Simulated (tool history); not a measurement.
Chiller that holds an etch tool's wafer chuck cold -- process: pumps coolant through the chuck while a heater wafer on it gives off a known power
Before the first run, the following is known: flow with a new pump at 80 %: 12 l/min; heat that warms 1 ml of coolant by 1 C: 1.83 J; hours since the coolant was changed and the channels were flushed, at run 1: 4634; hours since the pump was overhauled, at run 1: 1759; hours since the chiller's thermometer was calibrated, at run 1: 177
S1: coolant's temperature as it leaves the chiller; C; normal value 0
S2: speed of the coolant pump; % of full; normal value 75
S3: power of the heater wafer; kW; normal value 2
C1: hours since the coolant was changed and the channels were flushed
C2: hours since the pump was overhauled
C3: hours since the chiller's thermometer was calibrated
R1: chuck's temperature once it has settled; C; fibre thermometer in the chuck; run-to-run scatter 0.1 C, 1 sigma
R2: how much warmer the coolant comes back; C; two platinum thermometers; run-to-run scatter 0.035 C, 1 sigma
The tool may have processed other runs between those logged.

Run 1, hour 0: usual settings; C1 4634; C2 1759; C3 177. Result: R1 29.9 C, R2 6.01 C.
Run 2, hour 35.7: usual settings; C1 4669; C2 1795; C3 213. Result: R1 29.9 C, R2 6.01 C.
Run 3, hour 104.5: usual settings; C1 4738; C2 1863; C3 282. Result: R1 30.1 C, R2 6.05 C.
At hour 135.8: coolant changed, channels flushed.
Run 4, hour 175.3: usual settings; C1 40; C2 1928; C3 347. Result: R1 26.5 C, R2 6.11 C.
Run 5, hour 214.2: usual settings but S1 6 C; C1 78; C2 1967; C3 385. Result: R1 32.5 C, R2 6.1 C.
Run 6, hour 275.6: usual settings but S1 6 C; C1 140; C2 2028; C3 447. Result: R1 32.6 C, R2 6.11 C.
Run 7, hour 334.5: usual settings but S1 6 C; C1 199; C2 2087; C3 506. Result: R1 32.4 C, R2 6.09 C.
Run 8, hour 397.8: usual settings but S1 6 C; C1 262; C2 2151; C3 569. Result: R1 32.6 C, R2 6.11 C.
Run 9, hour 428.2: usual settings but S1 6 C; C1 292; C2 2181; C3 599. Result: R1 32.9 C, R2 6.17 C.
Run 10, hour 492.3: usual settings but S1 6 C; C1 356; C2 2245; C3 663. Result: R1 32.9 C, R2 6.14 C.
Run 11, hour 549.5: usual settings but S1 6 C, S3 2.247 kW; C1 414; C2 2302; C3 721. Result: R1 36.2 C, R2 6.85 C.
Run 12, hour 609.7: usual settings but S1 6 C, S3 2.247 kW; C1 474; C2 2363; C3 781. Result: R1 36.3 C, R2 6.88 C.
Run 13, hour 655.5: usual settings but S1 6 C, S3 2.247 kW; C1 520; C2 2408; C3 827. Result: R1 36.2 C, R2 6.91 C.
Run 14, hour 714.4: usual settings but S1 -8 C; C1 579; C2 2467; C3 886. Result: R1 19.1 C, R2 6.14 C.
Run 15, hour 776.4: usual settings but S1 -8 C, S2 85 % of full; C1 641; C2 2529; C3 948. Result: R1 16.3 C, R2 5.44 C.
Run 16, hour 820: usual settings but S1 -7 C, S2 84 % of full, S3 1.977 kW; C1 684; C2 2573; C3 991. Result: R1 17.3 C, R2 5.43 C.
Run 17, hour 858.2: usual settings but S1 -7 C, S2 84 % of full, S3 1.977 kW; C1 722; C2 2611; C3 1029. Result: R1 17.3 C, R2 5.37 C.
Run 18, hour 911.6: usual settings but S2 98 % of full, S3 2.455 kW; C1 776; C2 2664; C3 1083. Result: R1 26.6 C, R2 5.74 C.
Run 19, hour 940.9: usual settings but S2 98 % of full, S3 2.455 kW; C1 805; C2 2694; C3 1112. Result: R1 26.3 C, R2 5.75 C.
Run 20, hour 983: usual settings but S1 4 C, S2 63 % of full, S3 1.742 kW; C1 847; C2 2736; C3 1154. Result: R1 31.7 C, R2 6.4 C.
Run 21, hour 1021.6: usual settings but S1 8 C, S2 66 % of full, S3 2.176 kW; C1 886; C2 2774; C3 1193. Result: R1 41.2 C, R2 7.67 C.
Run 22, hour 1058.7: usual settings but S1 8 C, S2 85 % of full, S3 2.95 kW; C1 923; C2 2812; C3 1230. Result: R1 44.3 C, R2 8 C.
Run 23, hour 1115.5: usual settings but S2 65 % of full, S3 2.725 kW; C1 980; C2 2868; C3 1287. Result: R1 42.5 C, R2 9.76 C.
Run 24, hour 1158.9: usual settings but S1 -1 C, S2 96 % of full, S3 1.567 kW; C1 1023; C2 2912; C3 1330. Result: R1 16.6 C, R2 3.72 C.
Run 25, hour 1220.1: usual settings but S3 2.024 kW; C1 1084; C2 2973; C3 1391. Result: R1 27.8 C, R2 6.24 C.
Run 26, hour 1287: usual settings but S2 95 % of full, S3 2.334 kW; C1 1151; C2 3040; C3 1458. Result: R1 26.3 C, R2 5.64 C.
Run 27, hour 1316.6: usual settings but S2 61 % of full, S3 2.176 kW; C1 1181; C2 3069; C3 1488. Result: R1 36.2 C, R2 8.43 C.
Run 28, hour 1378: usual settings but S2 95 % of full; C1 1242; C2 3131; C3 1549. Result: R1 22.5 C, R2 4.93 C.
Run 29, hour 1418: usual settings but S1 4 C, S2 71 % of full; C1 1282; C2 3171; C3 1589. Result: R1 33 C, R2 6.62 C.

Each run again, without the hidden state but with its own random variation kept:
Hidden state present: heat passed by the chuck's channels, % of clean ones'; flow at a given pump speed, % of a new pump's; coolant's true temperature over the reading, C; drift of the gauge itself on chuck_c, C; drift of the gauge itself on warmer_back_c, C.
run    R1    R2
  1  25.6   5.8
  2  25.6   5.8
  3  25.7  5.83
  4  25.6  5.88
  5  31.7  5.86
  6  31.6  5.87
  7  31.4  5.84
  8  31.5  5.85
  9  31.8  5.91
 10  31.7  5.88
 11  34.8  6.55
 12  34.9  6.56
 13  34.8  6.59
 14  17.8  5.85
 15  15.1  5.18
 16  16.1  5.16
 17    16   5.1
 18  25.1  5.44
 19  24.8  5.45
 20  30.1  6.06
 21  39.2  7.26
 22    42  7.57
 23  39.7  9.22
 24  15.5  3.51
 25  25.9  5.88
 26  24.5  5.31
 27  33.6  7.93
 28  20.9  4.64
 29  30.9  6.21
